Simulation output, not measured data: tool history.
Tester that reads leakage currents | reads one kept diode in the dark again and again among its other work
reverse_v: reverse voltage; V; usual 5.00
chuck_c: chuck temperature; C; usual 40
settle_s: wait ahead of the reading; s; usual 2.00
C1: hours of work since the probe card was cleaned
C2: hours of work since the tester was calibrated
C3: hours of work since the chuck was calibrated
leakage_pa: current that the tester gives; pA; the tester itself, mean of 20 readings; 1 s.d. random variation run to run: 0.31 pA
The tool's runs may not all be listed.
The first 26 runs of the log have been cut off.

run 27 hour=929.2 | reverse_v=1.03 chuck_c=59 settle_s=2.00 | C1=3159 C2=1034 C3=65 | leakage_pa=130.09
run 28 hour=970.9 | reverse_v=4.10 chuck_c=40 settle_s=2.00 | C1=3178 C2=1052 C3=83 | leakage_pa=91.05
run 29 hour=994.8 | reverse_v=4.15 chuck_c=22 settle_s=1.41 | C1=3188 C2=1063 C3=94 | leakage_pa=27.48
run 30 hour=1028.2 | reverse_v=4.15 chuck_c=22 settle_s=1.41 | C1=3203 C2=1078 C3=108 | leakage_pa=27.54
run 31 hour=1077.6 | reverse_v=4.15 chuck_c=22 settle_s=1.41 | C1=3225 C2=1099 C3=130 | leakage_pa=27.48
run 32 hour=1098.8 | reverse_v=5.00 chuck_c=56 settle_s=0.93 | C1=3234 C2=1109 C3=140 | leakage_pa=282.23
run 33 hour=1144.5 | reverse_v=5.00 chuck_c=56 settle_s=0.93 | C1=3254 C2=1129 C3=160 | leakage_pa=283.61
run 34 hour=1178.7 | reverse_v=5.00 chuck_c=56 settle_s=0.93 | C1=3269 C2=1144 C3=175 | leakage_pa=281.68
run 35 hour=1202.1 | reverse_v=5.00 chuck_c=56 settle_s=0.93 | C1=3279 C2=1154 C3=185 | leakage_pa=280.62
run 36 hour=1236.1 | reverse_v=2.05 chuck_c=32 settle_s=1.50 | C1=3294 C2=1169 C3=200 | leakage_pa=35.01
run 37 hour=1281.1 | reverse_v=2.05 chuck_c=32 settle_s=1.50 | C1=3314 C2=1189 C3=220 | leakage_pa=34.89
run 38 hour=1310.1 | reverse_v=1.15 chuck_c=47 settle_s=0.58 | C1=3327 C2=1202 C3=232 | leakage_pa=66.46
run 39 hour=1343.0 | reverse_v=1.15 chuck_c=47 settle_s=0.58 | C1=3341 C2=1216 C3=247 | leakage_pa=67.03
run 40 hour=1393.7 | reverse_v=1.15 chuck_c=47 settle_s=0.58 | C1=3364 C2=1238 C3=269 | leakage_pa=66.61

Here are 4 independent what-if runs from the current tool condition. What would each one return?
run A hour=1444.3 | reverse_v=5.93 chuck_c=29 settle_s=2.00 | C1=3386 C2=1261 C3=291 | leakage_pa=?
run B hour=1444.3 | reverse_v=1.15 chuck_c=44 settle_s=2.80 | C1=3386 C2=1261 C3=291 | leakage_pa=?
run C hour=1444.3 | reverse_v=1.92 chuck_c=21 settle_s=1.14 | C1=3386 C2=1261 C3=291 | leakage_pa=?
run D hour=1444.3 | reverse_v=5.00 chuck_c=50 settle_s=2.00 | C1=3386 C2=1261 C3=291 | leakage_pa=?

run=A leakage_pa=54.98
run=B leakage_pa=54.33
run=C leakage_pa=15.84
run=D leakage_pa=194.95
What these runs would have given with no unlogged condition in the tool:
run=A leakage_pa=53.06
run=B leakage_pa=54.64
run=C leakage_pa=15.19
run=D leakage_pa=195.55

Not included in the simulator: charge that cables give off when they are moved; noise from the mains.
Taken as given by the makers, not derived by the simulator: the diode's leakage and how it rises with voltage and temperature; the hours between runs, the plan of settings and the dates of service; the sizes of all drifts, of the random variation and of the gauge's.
